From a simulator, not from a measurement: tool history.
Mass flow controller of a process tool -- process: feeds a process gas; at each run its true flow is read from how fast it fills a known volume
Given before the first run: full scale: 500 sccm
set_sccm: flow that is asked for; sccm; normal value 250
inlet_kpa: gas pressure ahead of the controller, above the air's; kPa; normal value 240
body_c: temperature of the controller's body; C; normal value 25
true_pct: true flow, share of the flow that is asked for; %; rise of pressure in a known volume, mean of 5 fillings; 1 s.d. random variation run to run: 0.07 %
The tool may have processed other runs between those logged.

run	hour	set_sccm	inlet_kpa	body_c	true_pct
1	0	250	240	25	98.67
2	238.9	250	240	25	98.67
3	475.8	250	240	35	97.75
4	669.5	250	240	35	97.67
5	947.2	250	240	35	97.72
6	1245.2	250	240	35	97.71
7	1632.8	250	240	35	97.79
8	1924.2	250	240	35	97.81
9	2250.3	250	211	35	97.97
10	2584.7	250	211	35	98.08
11	2885.9	250	211	35	97.99
12	3214.4	250	211	35	98.12
13	3561.1	250	211	35	98.1
# hour 3640.9: controller's zero set anew
14	3751.2	250	211	35	98.16
15	4016.1	250	162	35	98.4
16	4353.6	250	162	35	98.46
17	4678.7	250	162	35	98.44
18	4859.4	250	162	35	98.45
19	5116.7	250	240	25	99.14
20	5393	250	240	25	99.22
21	5778.9	250	240	21	99.56
22	5990	250	240	21	99.69
23	6220.2	115	240	25	98.71
24	6386.5	250	240	25	99.33
25	6631.9	79	240	25	98.48
26	7032.1	79	240	25	98.53
27	7205.8	386	250	31	99.52
# hour 7432.5: gauge calibrated
28	7537.5	386	250	31	98.65
29	7723.4	54	267	28	97.19
30	8020.6	250	182	23	99.28
31	8368.1	250	182	23	99.2
32	8757.3	250	182	23	99.23
33	9130.9	250	182	23	99.2
34	9321.5	488	161	29	99.93
35	9667.5	235	209	40	97.48
36	9943	60	209	40	96.69
37	10317.4	250	251	21	99.18
38	10534.1	250	214	27	98.93
39	10936	77	214	27	98.3
40	11169	287	156	25	99.59
41	11371.9	82	182	21	98.94
42	11588.1	324	247	21	99.83
43	11925.9	123	201	28	98.26
44	12213	286	240	32	98.69
45	12491.3	294	240	33	98.71
46	12784.8	287	270	33	98.38
47	13006.2	58	236	35	97.43
48	13374.2	241	149	35	98.69

For each run, the measured value with the value that run would have given without the tool's hidden condition subtracted. The run-to-run variation is shared by both, the gauge scatter possibly not:
What the log doesn't record here: flow at rest that the sensor doesn't see, % of full scale; true flow over the shown one, %; drift of the gauge itself on true_pct, %.
run	true_pct
1	+0.01
2	+0.03
3	+0.06
4	+0.08
5	+0.1
6	+0.14
7	+0.18
8	+0.21
9	+0.24
10	+0.27
11	+0.31
12	+0.34
13	+0.38
14	+0.4
15	+0.42
16	+0.46
17	+0.5
18	+0.52
19	+0.55
20	+0.58
21	+0.62
22	+0.64
23	+0.67
24	+0.69
25	+0.7
26	+0.75
27	+0.77
28	+0.02
29	+0.04
30	+0.07
31	+0.11
32	+0.15
33	+0.19
34	+0.21
35	+0.24
36	+0.28
37	+0.31
38	+0.34
39	+0.39
40	+0.41
41	+0.43
42	+0.45
43	+0.49
44	+0.51
45	+0.55
46	+0.57
47	+0.6
48	+0.64
